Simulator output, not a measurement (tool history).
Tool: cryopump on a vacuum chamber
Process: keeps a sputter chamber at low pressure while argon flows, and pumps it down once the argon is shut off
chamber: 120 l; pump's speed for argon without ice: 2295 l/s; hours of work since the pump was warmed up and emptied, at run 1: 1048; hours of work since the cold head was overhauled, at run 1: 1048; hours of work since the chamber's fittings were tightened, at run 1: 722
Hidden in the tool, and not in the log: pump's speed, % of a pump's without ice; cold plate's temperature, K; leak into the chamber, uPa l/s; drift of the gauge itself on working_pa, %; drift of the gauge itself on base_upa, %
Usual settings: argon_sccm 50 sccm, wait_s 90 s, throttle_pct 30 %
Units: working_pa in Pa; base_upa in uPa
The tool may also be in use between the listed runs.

| run | hour | argon_sccm | wait_s | throttle_pct | hours of work since the pump was warmed up and emptied | hours of work since the cold head was overhauled | hours of work since the chamber's fittings were tightened | working_pa | base_upa |
|---|---|---|---|---|---|---|---|---|---|
| 1 | 0.0 | 50 | 90 | 30 | 1048 | 1048 | 722 | 0.1379 | 0.72 |
| 2 | 38.6 | 50 | 249 | 30 | 1078 | 1078 | 753 | 0.1371 | 0.56 |
|  | 75.0 | pump warmed up, emptied and cooled again |
| 3 | 75.9 | 50 | 90 | 30 | 1 | 1104 | 778 | 0.1239 | 0.61 |
| 4 | 103.9 | 50 | 90 | 30 | 23 | 1126 | 800 | 0.1237 | 0.66 |
| 5 | 125.0 | 50 | 90 | 30 | 39 | 1142 | 817 | 0.1239 | 0.69 |
| 6 | 156.4 | 50 | 90 | 30 | 64 | 1167 | 842 | 0.1244 | 0.64 |
| 7 | 175.0 | 50 | 90 | 30 | 79 | 1182 | 856 | 0.1242 | 0.69 |
| 8 | 192.9 | 50 | 90 | 30 | 93 | 1196 | 870 | 0.1247 | 0.69 |
| 9 | 222.2 | 50 | 140 | 30 | 116 | 1219 | 894 | 0.1246 | 0.58 |
| 10 | 256.5 | 32 | 253 | 17 | 143 | 1246 | 921 | 0.1391 | 0.49 |
| 11 | 285.0 | 48 | 177 | 25 | 166 | 1269 | 943 | 0.1444 | 0.56 |
| 12 | 312.5 | 48 | 177 | 35 | 187 | 1290 | 965 | 0.1042 | 0.60 |
| 13 | 329.6 | 48 | 177 | 35 | 201 | 1304 | 978 | 0.1043 | 0.56 |
| 14 | 349.2 | 74 | 22 | 48 | 216 | 1319 | 994 | 0.1187 | 1.55 |
| 15 | 369.7 | 27 | 22 | 48 | 232 | 1335 | 1010 | 0.0439 | 1.52 |

3 ways to go on from here, each from the tool as it stands after run 15. What would each give?
| A | 402.9 | 30 | 90 | 16 | 259 | 1361 | 1036 | ? | ? |
| B | 402.9 | 64 | 197 | 51 | 259 | 1361 | 1036 | ? | ? |
| C | 402.9 | 94 | 216 | 19 | 259 | 1361 | 1036 | ? | ? |

| run | working_pa | base_upa |
|---|---|---|
| A | 0.1382 | 0.76 |
| B | 0.0962 | 0.63 |
| C | 0.3720 | 0.61 |
Without the tool's hidden state the same runs would have given:
| run | working_pa | base_upa |
|---|---|---|
| A | 0.1363 | 0.40 |
| B | 0.0920 | 0.27 |
| C | 0.3658 | 0.26 |
